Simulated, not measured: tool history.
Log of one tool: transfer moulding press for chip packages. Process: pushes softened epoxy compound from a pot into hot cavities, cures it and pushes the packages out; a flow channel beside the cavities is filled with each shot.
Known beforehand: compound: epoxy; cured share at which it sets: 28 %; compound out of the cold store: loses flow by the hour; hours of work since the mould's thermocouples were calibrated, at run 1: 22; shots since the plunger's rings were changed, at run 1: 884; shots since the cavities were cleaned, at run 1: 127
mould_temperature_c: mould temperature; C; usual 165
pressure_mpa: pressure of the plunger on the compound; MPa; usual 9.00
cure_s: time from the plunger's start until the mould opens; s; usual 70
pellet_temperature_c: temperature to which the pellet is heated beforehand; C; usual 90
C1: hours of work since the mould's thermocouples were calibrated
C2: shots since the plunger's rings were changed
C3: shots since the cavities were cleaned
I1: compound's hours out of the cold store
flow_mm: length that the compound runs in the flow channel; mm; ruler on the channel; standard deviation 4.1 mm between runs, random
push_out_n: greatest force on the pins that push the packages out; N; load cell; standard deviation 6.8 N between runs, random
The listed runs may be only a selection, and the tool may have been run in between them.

{"run": 1, "hour": 0.0, "mould_temperature_c": 165, "pressure_mpa": 9.0, "cure_s": 70, "pellet_temperature_c": 90, "C1": 22, "C2": 884, "C3": 127, "I1": 47.1, "flow_mm": 797, "push_out_n": 319}
{"hour": 36.2, "done": "cavities cleaned with cleaning compound and waxed"}
{"hour": 79.5, "done": "cavities cleaned with cleaning compound and waxed"}
{"run": 2, "hour": 79.5, "mould_temperature_c": 165, "pressure_mpa": 9.0, "cure_s": 70, "pellet_temperature_c": 90, "C1": 83, "C2": 2302, "C3": 0, "I1": 37.5, "flow_mm": 806, "push_out_n": 303}
{"hour": 126.1, "done": "cavities cleaned with cleaning compound and waxed"}
{"run": 3, "hour": 126.1, "mould_temperature_c": 165, "pressure_mpa": 9.0, "cure_s": 70, "pellet_temperature_c": 90, "C1": 119, "C2": 3137, "C3": 0, "I1": 36.4, "flow_mm": 801, "push_out_n": 300}
{"hour": 170.6, "done": "cavities cleaned with cleaning compound and waxed"}
{"run": 4, "hour": 175.7, "mould_temperature_c": 165, "pressure_mpa": 9.0, "cure_s": 70, "pellet_temperature_c": 90, "C1": 157, "C2": 4027, "C3": 95, "I1": 45.6, "flow_mm": 768, "push_out_n": 328}
{"hour": 217.5, "done": "cavities cleaned with cleaning compound and waxed"}
{"run": 5, "hour": 237.2, "mould_temperature_c": 165, "pressure_mpa": 9.0, "cure_s": 57, "pellet_temperature_c": 90, "C1": 205, "C2": 5139, "C3": 365, "I1": 31.6, "flow_mm": 802, "push_out_n": 671}
{"hour": 262.1, "done": "cavities cleaned with cleaning compound and waxed"}
{"run": 6, "hour": 277.4, "mould_temperature_c": 165, "pressure_mpa": 9.0, "cure_s": 57, "pellet_temperature_c": 90, "C1": 236, "C2": 5856, "C3": 284, "I1": 18.2, "flow_mm": 830, "push_out_n": 687}
{"hour": 290.7, "done": "plunger's sealing rings changed"}
{"hour": 308.3, "done": "cavities cleaned with cleaning compound and waxed"}
{"run": 7, "hour": 322.5, "mould_temperature_c": 173, "pressure_mpa": 9.0, "cure_s": 57, "pellet_temperature_c": 90, "C1": 268, "C2": 561, "C3": 264, "I1": 32.5, "flow_mm": 819, "push_out_n": 355}
{"hour": 354.7, "done": "cavities cleaned with cleaning compound and waxed"}
{"hour": 398.6, "done": "cavities cleaned with cleaning compound and waxed"}
{"run": 8, "hour": 399.2, "mould_temperature_c": 165, "pressure_mpa": 9.0, "cure_s": 70, "pellet_temperature_c": 90, "C1": 327, "C2": 1925, "C3": 10, "I1": 26.6, "flow_mm": 848, "push_out_n": 315}
{"hour": 444.6, "done": "cavities cleaned with cleaning compound and waxed"}
{"run": 9, "hour": 461.3, "mould_temperature_c": 160, "pressure_mpa": 9.0, "cure_s": 70, "pellet_temperature_c": 90, "C1": 375, "C2": 3048, "C3": 310, "I1": 9.8, "flow_mm": 922, "push_out_n": 604}
{"hour": 467.4, "done": "mould's thermocouples calibrated"}
{"hour": 489.7, "done": "cavities cleaned with cleaning compound and waxed"}
{"run": 10, "hour": 521.4, "mould_temperature_c": 160, "pressure_mpa": 9.0, "cure_s": 70, "pellet_temperature_c": 90, "C1": 42, "C2": 4097, "C3": 587, "I1": 44.5, "flow_mm": 788, "push_out_n": 602}
{"hour": 536.0, "done": "cavities cleaned with cleaning compound and waxed"}
{"run": 11, "hour": 555.1, "mould_temperature_c": 172, "pressure_mpa": 7.65, "cure_s": 107, "pellet_temperature_c": 97, "C1": 67, "C2": 4693, "C3": 355, "I1": 32.0, "flow_mm": 716, "push_out_n": 265}
{"hour": 581.2, "done": "cavities cleaned with cleaning compound and waxed"}
{"run": 12, "hour": 597.8, "mould_temperature_c": 165, "pressure_mpa": 7.88, "cure_s": 70, "pellet_temperature_c": 90, "C1": 100, "C2": 5456, "C3": 307, "I1": 28.8, "flow_mm": 754, "push_out_n": 387}
{"hour": 625.1, "done": "cavities cleaned with cleaning compound and waxed"}
{"hour": 631.3, "done": "plunger's sealing rings changed"}
{"run": 13, "hour": 636.0, "mould_temperature_c": 167, "pressure_mpa": 9.33, "cure_s": 70, "pellet_temperature_c": 90, "C1": 127, "C2": 86, "C3": 155, "I1": 44.8, "flow_mm": 819, "push_out_n": 294}
{"hour": 672.9, "done": "cavities cleaned with cleaning compound and waxed"}
{"run": 14, "hour": 679.2, "mould_temperature_c": 167, "pressure_mpa": 9.33, "cure_s": 70, "pellet_temperature_c": 90, "C1": 161, "C2": 858, "C3": 117, "I1": 39.7, "flow_mm": 827, "push_out_n": 301}
{"hour": 698.4, "done": "mould's thermocouples calibrated, once more"}
{"hour": 723.3, "done": "cavities cleaned with cleaning compound and waxed"}
{"run": 15, "hour": 742.1, "mould_temperature_c": 157, "pressure_mpa": 9.65, "cure_s": 63, "pellet_temperature_c": 99, "C1": 34, "C2": 1958, "C3": 347, "I1": 17.1, "flow_mm": 942, "push_out_n": 834}
{"hour": 770.7, "done": "cavities cleaned with cleaning compound and waxed"}
{"run": 16, "hour": 806.6, "mould_temperature_c": 157, "pressure_mpa": 9.65, "cure_s": 63, "pellet_temperature_c": 99, "C1": 84, "C2": 3126, "C3": 665, "I1": 43.3, "flow_mm": 843, "push_out_n": 862}

What does the tool deliver on the next run?
{"hour": 818.6, "done": "cavities cleaned with cleaning compound and waxed"}
{"hour": 863.2, "done": "cavities cleaned with cleaning compound and waxed"}
{"run": 17, "hour": 871.7, "mould_temperature_c": 157, "pressure_mpa": 9.65, "cure_s": 63, "pellet_temperature_c": 99, "C1": 133, "C2": 4277, "C3": 159, "I1": 14.1, "flow_mm": "?", "push_out_n": "?"}

{"run 17": {"flow_mm": 922, "push_out_n": 752}}
With no hidden state in the tool, this same run would have given flow_mm 973 mm, push_out_n 645 N.
